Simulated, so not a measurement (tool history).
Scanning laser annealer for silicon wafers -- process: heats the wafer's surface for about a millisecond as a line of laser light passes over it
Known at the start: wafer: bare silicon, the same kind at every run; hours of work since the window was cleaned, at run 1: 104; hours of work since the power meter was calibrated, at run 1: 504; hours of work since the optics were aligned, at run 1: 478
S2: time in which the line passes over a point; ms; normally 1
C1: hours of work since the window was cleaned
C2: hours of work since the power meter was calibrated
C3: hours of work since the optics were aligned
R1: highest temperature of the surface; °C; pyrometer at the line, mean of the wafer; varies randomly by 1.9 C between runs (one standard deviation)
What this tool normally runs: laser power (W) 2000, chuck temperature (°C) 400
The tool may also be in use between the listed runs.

{"run": 1, "hour": 0.0, "laser power (W)": 2000, "S2": 1, "chuck temperature (°C)": 400, "C1": 104, "C2": 504, "C3": 478, "R1": 1127}
{"run": 2, "hour": 16.6, "laser power (W)": 2000, "S2": 1, "chuck temperature (°C)": 400, "C1": 113, "C2": 512, "C3": 486, "R1": 1130}
{"run": 3, "hour": 43.5, "laser power (W)": 2000, "S2": 1, "chuck temperature (°C)": 400, "C1": 126, "C2": 526, "C3": 499, "R1": 1130}
{"run": 4, "hour": 62.6, "laser power (W)": 2000, "S2": 1, "chuck temperature (°C)": 400, "C1": 136, "C2": 536, "C3": 509, "R1": 1127}
{"run": 5, "hour": 78.2, "laser power (W)": 2000, "S2": 1, "chuck temperature (°C)": 400, "C1": 144, "C2": 543, "C3": 517, "R1": 1126}
{"run": 6, "hour": 104.3, "laser power (W)": 2000, "S2": 1, "chuck temperature (°C)": 400, "C1": 157, "C2": 557, "C3": 530, "R1": 1127}
{"run": 7, "hour": 124.4, "laser power (W)": 2000, "S2": 1, "chuck temperature (°C)": 400, "C1": 167, "C2": 567, "C3": 540, "R1": 1124}
{"run": 8, "hour": 141.8, "laser power (W)": 2000, "S2": 1, "chuck temperature (°C)": 400, "C1": 176, "C2": 576, "C3": 549, "R1": 1124}
{"run": 9, "hour": 168.7, "laser power (W)": 2000, "S2": 1, "chuck temperature (°C)": 400, "C1": 189, "C2": 589, "C3": 563, "R1": 1123}
{"run": 10, "hour": 185.2, "laser power (W)": 2000, "S2": 1, "chuck temperature (°C)": 400, "C1": 198, "C2": 597, "C3": 571, "R1": 1122}
{"run": 11, "hour": 200.7, "laser power (W)": 2000, "S2": 1, "chuck temperature (°C)": 400, "C1": 206, "C2": 605, "C3": 579, "R1": 1123}
{"run": 12, "hour": 213.3, "laser power (W)": 2000, "S2": 1, "chuck temperature (°C)": 400, "C1": 212, "C2": 612, "C3": 585, "R1": 1119}
{"run": 13, "hour": 226.3, "laser power (W)": 2000, "S2": 1, "chuck temperature (°C)": 400, "C1": 218, "C2": 618, "C3": 592, "R1": 1117}
{"run": 14, "hour": 240.6, "laser power (W)": 1946, "S2": 1, "chuck temperature (°C)": 400, "C1": 226, "C2": 625, "C3": 599, "R1": 1102}
{"run": 15, "hour": 267.6, "laser power (W)": 1946, "S2": 1, "chuck temperature (°C)": 400, "C1": 239, "C2": 639, "C3": 613, "R1": 1098}
{"run": 16, "hour": 286.3, "laser power (W)": 1946, "S2": 1, "chuck temperature (°C)": 400, "C1": 249, "C2": 649, "C3": 622, "R1": 1098}
{"run": 17, "hour": 298.0, "laser power (W)": 2000, "S2": 1, "chuck temperature (°C)": 400, "C1": 255, "C2": 654, "C3": 628, "R1": 1116}
{"run": 18, "hour": 312.0, "laser power (W)": 2000, "S2": 1, "chuck temperature (°C)": 400, "C1": 262, "C2": 662, "C3": 635, "R1": 1115}
{"run": 19, "hour": 337.3, "laser power (W)": 2000, "S2": 1, "chuck temperature (°C)": 400, "C1": 274, "C2": 674, "C3": 648, "R1": 1116}
{"run": 20, "hour": 357.4, "laser power (W)": 2000, "S2": 1, "chuck temperature (°C)": 400, "C1": 285, "C2": 684, "C3": 658, "R1": 1118}
{"run": 21, "hour": 380.2, "laser power (W)": 2000, "S2": 1, "chuck temperature (°C)": 400, "C1": 296, "C2": 696, "C3": 669, "R1": 1113}
{"run": 22, "hour": 392.3, "laser power (W)": 2000, "S2": 1, "chuck temperature (°C)": 400, "C1": 302, "C2": 702, "C3": 676, "R1": 1111}
{"run": 23, "hour": 416.0, "laser power (W)": 2000, "S2": 1.23, "chuck temperature (°C)": 434, "C1": 314, "C2": 714, "C3": 688, "R1": 1226}
{"run": 24, "hour": 428.2, "laser power (W)": 2000, "S2": 1.23, "chuck temperature (°C)": 434, "C1": 320, "C2": 720, "C3": 694, "R1": 1225}
{"run": 25, "hour": 452.5, "laser power (W)": 1919, "S2": 0.88, "chuck temperature (°C)": 421, "C1": 333, "C2": 732, "C3": 706, "R1": 1059}
{"run": 26, "hour": 467.4, "laser power (W)": 2000, "S2": 0.73, "chuck temperature (°C)": 421, "C1": 340, "C2": 740, "C3": 713, "R1": 1026}
{"run": 27, "hour": 488.1, "laser power (W)": 2049, "S2": 0.73, "chuck temperature (°C)": 421, "C1": 351, "C2": 750, "C3": 724, "R1": 1037}
{"run": 28, "hour": 503.7, "laser power (W)": 2049, "S2": 0.7, "chuck temperature (°C)": 430, "C1": 358, "C2": 758, "C3": 732, "R1": 1034}
{"run": 29, "hour": 527.3, "laser power (W)": 2065, "S2": 0.73, "chuck temperature (°C)": 430, "C1": 370, "C2": 770, "C3": 744, "R1": 1049}
{"run": 30, "hour": 542.0, "laser power (W)": 1976, "S2": 0.81, "chuck temperature (°C)": 374, "C1": 378, "C2": 778, "C3": 751, "R1": 1002}
{"run": 31, "hour": 554.3, "laser power (W)": 2167, "S2": 1, "chuck temperature (°C)": 365, "C1": 384, "C2": 784, "C3": 757, "R1": 1124}
{"run": 32, "hour": 569.4, "laser power (W)": 1809, "S2": 0.73, "chuck temperature (°C)": 433, "C1": 392, "C2": 791, "C3": 765, "R1": 980}
{"run": 33, "hour": 587.5, "laser power (W)": 1850, "S2": 1.02, "chuck temperature (°C)": 431, "C1": 401, "C2": 801, "C3": 774, "R1": 1091}
{"run": 34, "hour": 599.5, "laser power (W)": 1850, "S2": 1.02, "chuck temperature (°C)": 431, "C1": 407, "C2": 807, "C3": 780, "R1": 1094}
{"run": 35, "hour": 614.5, "laser power (W)": 2125, "S2": 0.72, "chuck temperature (°C)": 433, "C1": 414, "C2": 814, "C3": 788, "R1": 1062}
{"run": 36, "hour": 635.2, "laser power (W)": 2134, "S2": 1, "chuck temperature (°C)": 385, "C1": 425, "C2": 825, "C3": 798, "R1": 1135}
{"run": 37, "hour": 648.1, "laser power (W)": 2134, "S2": 1, "chuck temperature (°C)": 385, "C1": 431, "C2": 831, "C3": 805, "R1": 1130}

Here are 3 independent what-if runs from the current tool condition. What would each one return?
{"run": "A", "hour": 659.6, "laser power (W)": 2161, "S2": 0.91, "chuck temperature (°C)": 423, "C1": 437, "C2": 837, "C3": 810, "R1": "?"}
{"run": "B", "hour": 659.6, "laser power (W)": 1870, "S2": 0.9, "chuck temperature (°C)": 399, "C1": 437, "C2": 837, "C3": 810, "R1": "?"}
{"run": "C", "hour": 659.6, "laser power (W)": 1824, "S2": 1.2, "chuck temperature (°C)": 439, "C1": 437, "C2": 837, "C3": 810, "R1": "?"}

run=A R1=1146
run=B R1=1026
run=C R1=1146
The same runs, with their run-to-run variation unchanged, on a tool lacking any hidden condition would have given:
run=A R1=1186
run=B R1=1061
run=C R1=1186
